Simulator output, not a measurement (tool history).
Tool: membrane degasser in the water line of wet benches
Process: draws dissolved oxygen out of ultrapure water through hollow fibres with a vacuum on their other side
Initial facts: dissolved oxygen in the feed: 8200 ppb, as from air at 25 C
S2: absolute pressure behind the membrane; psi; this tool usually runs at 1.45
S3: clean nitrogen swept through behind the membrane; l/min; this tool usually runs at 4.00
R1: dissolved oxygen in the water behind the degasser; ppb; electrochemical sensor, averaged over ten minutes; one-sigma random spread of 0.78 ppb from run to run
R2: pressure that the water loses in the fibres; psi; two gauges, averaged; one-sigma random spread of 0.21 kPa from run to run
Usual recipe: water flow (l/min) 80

Run 1, day 0.000: usual settings. Result: R1 295.8 ppb, R2 6.901 psi.
Run 2, day 7.683: usual settings. Result: R1 294.6 ppb, R2 6.839 psi.
Run 3, day 13.717: usual settings. Result: R1 296.6 ppb, R2 6.914 psi.
Run 4, day 19.312: usual settings. Result: R1 295.6 ppb, R2 6.933 psi.
Run 5, day 32.412: usual settings. Result: R1 296.2 ppb, R2 6.852 psi.
Run 6, day 44.938: usual settings. Result: R1 297.6 ppb, R2 6.902 psi.
Run 7, day 54.467: usual settings. Result: R1 295.9 ppb, R2 6.962 psi.
Run 8, day 65.192: usual settings. Result: R1 296.0 ppb, R2 6.928 psi.
Run 9, day 75.467: usual settings but S2 1.38 psi. Result: R1 277.0 ppb, R2 6.901 psi.
Run 10, day 85.638: usual settings but water flow (l/min) 52. Result: R1 201.1 ppb, R2 4.483 psi.
Run 11, day 98.629: usual settings but water flow (l/min) 52. Result: R1 200.5 ppb, R2 4.515 psi.
Run 12, day 107.542: usual settings but water flow (l/min) 52. Result: R1 200.7 ppb, R2 4.448 psi.
Run 13, day 113.425: usual settings but water flow (l/min) 91. Result: R1 332.0 ppb, R2 7.777 psi.
Run 14, day 119.358: usual settings. Result: R1 296.9 ppb, R2 6.881 psi.
Run 15, day 126.029: usual settings. Result: R1 295.9 ppb, R2 6.915 psi.
Run 16, day 136.462: usual settings. Result: R1 295.5 ppb, R2 6.911 psi.
Run 17, day 143.358: usual settings but water flow (l/min) 74, S3 4.81 l/min. Result: R1 235.1 ppb, R2 6.370 psi.
Run 18, day 154.521: usual settings but water flow (l/min) 79, S2 2.23 psi. Result: R1 512.2 ppb, R2 6.776 psi.
Run 19, day 164.508: usual settings but water flow (l/min) 70, S3 1.69 l/min. Result: R1 532.6 ppb, R2 6.012 psi.
Run 20, day 173.492: usual settings but water flow (l/min) 70, S3 1.69 l/min. Result: R1 531.3 ppb, R2 6.022 psi.
At day 181.571: vacuum gauge calibrated.
Run 21, day 185.162: usual settings but water flow (l/min) 70, S3 1.69 l/min. Result: R1 532.5 ppb, R2 6.034 psi.
Run 22, day 194.504: usual settings but water flow (l/min) 53, S3 4.61 l/min. Result: R1 178.6 ppb, R2 4.560 psi.
Run 23, day 205.250: usual settings but water flow (l/min) 53, S3 4.61 l/min. Result: R1 179.7 ppb, R2 4.588 psi.
Run 24, day 217.012: usual settings but S2 1.75 psi, S3 3.01 l/min. Result: R1 486.3 ppb, R2 6.924 psi.
Run 25, day 226.558: usual settings but S2 1.75 psi, S3 2.63 l/min. Result: R1 540.1 ppb, R2 6.902 psi.
Run 26, day 235.808: usual settings but water flow (l/min) 68, S2 1.16 psi, S3 5.05 l/min. Result: R1 147.4 ppb, R2 5.874 psi.
Run 27, day 247.067: usual settings but water flow (l/min) 68, S2 1.16 psi, S3 5.05 l/min. Result: R1 148.0 ppb, R2 5.867 psi.
Run 28, day 255.362: usual settings but S3 3.17 l/min. Result: R1 361.0 ppb, R2 6.869 psi.
Run 29, day 263.638: usual settings but S2 3.60 psi, S3 10.83 l/min. Result: R1 369.1 ppb, R2 6.918 psi.

What will run 30 give?
Run 30, day 273.492: usual settings but S2 3.60 psi, S3 10.83 l/min. Result: R1 ?, R2 ?.

{"run 30": {"R1": 367.2, "R2": 6.939}}
Minus the tool's unlogged condition, the same run would have read R1 367.1 ppb, R2 6.928 psi.
